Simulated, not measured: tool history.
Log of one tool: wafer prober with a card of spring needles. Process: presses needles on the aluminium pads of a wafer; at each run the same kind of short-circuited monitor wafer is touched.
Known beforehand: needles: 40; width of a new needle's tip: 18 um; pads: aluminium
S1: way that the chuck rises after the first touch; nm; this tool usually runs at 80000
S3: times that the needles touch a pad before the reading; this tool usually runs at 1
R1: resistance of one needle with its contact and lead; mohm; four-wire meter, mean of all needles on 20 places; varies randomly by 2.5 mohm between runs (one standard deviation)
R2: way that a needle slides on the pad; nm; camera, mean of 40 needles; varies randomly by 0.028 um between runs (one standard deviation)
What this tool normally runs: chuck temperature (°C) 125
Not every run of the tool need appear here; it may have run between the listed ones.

Run 1, hour 0.0: usual settings. Result: R1 346 mohm, R2 19840 nm.
At hour 2.5: height of the first contact set anew.
At hour 13.1: tips cleaned on abrasive film.
Run 2, hour 27.8: usual settings. Result: R1 412 mohm, R2 20040 nm.
At hour 29.3: tips cleaned on abrasive film.
Run 3, hour 44.1: usual settings. Result: R1 418 mohm, R2 20060 nm.
At hour 47.0: tips cleaned on abrasive film.
At hour 62.4: tips cleaned on abrasive film.
Run 4, hour 73.4: usual settings. Result: R1 401 mohm, R2 20050 nm.
At hour 77.5: tips cleaned on abrasive film.
Run 5, hour 91.4: usual settings. Result: R1 411 mohm, R2 19970 nm.
At hour 94.2: tips cleaned on abrasive film.
At hour 109.7: tips cleaned on abrasive film.
Run 6, hour 114.8: usual settings but S1 67000 nm, chuck temperature (°C) 86, S3 3. Result: R1 330 mohm, R2 16680 nm.
At hour 125.0: tips cleaned on abrasive film.
Run 7, hour 129.8: usual settings but S1 66000 nm, S3 3. Result: R1 333 mohm, R2 16440 nm.
At hour 141.2: tips cleaned on abrasive film.
At hour 156.6: tips cleaned on abrasive film.
Run 8, hour 159.9: usual settings but S3 2. Result: R1 331 mohm, R2 19870 nm.
At hour 172.0: tips cleaned on abrasive film.
Run 9, hour 185.2: usual settings. Result: R1 419 mohm, R2 19890 nm.
At hour 189.2: tips cleaned on abrasive film.
Run 10, hour 199.6: usual settings but chuck temperature (°C) 28, S3 3. Result: R1 307 mohm, R2 19900 nm.

3 options for the next run, each taken on its own from the tool as it stands now. Forecast them:
At hour 202.5: height of the first contact set anew.
At hour 204.8: tips cleaned on abrasive film.
At hour 220.8: tips cleaned on abrasive film.
Run A, hour 221.8: usual settings but chuck temperature (°C) 40. Result: R1 ?, R2 ?.
At hour 202.5: height of the first contact set anew.
At hour 204.8: tips cleaned on abrasive film.
At hour 220.8: tips cleaned on abrasive film.
Run B, hour 221.8: usual settings but S1 88000 nm, chuck temperature (°C) 28. Result: R1 ?, R2 ?.
At hour 202.5: height of the first contact set anew.
At hour 204.8: tips cleaned on abrasive film.
At hour 220.8: tips cleaned on abrasive film.
Run C, hour 221.8: usual settings but S1 63000 nm, S3 2. Result: R1 ?, R2 ?.

run   R1     R2
  A  293  20010
  B  287  22010
  C  320  15760
What these runs would have given with no unlogged condition in the tool:
run   R1     R2
  A  255  20050
  B  254  22060
  C  289  15800

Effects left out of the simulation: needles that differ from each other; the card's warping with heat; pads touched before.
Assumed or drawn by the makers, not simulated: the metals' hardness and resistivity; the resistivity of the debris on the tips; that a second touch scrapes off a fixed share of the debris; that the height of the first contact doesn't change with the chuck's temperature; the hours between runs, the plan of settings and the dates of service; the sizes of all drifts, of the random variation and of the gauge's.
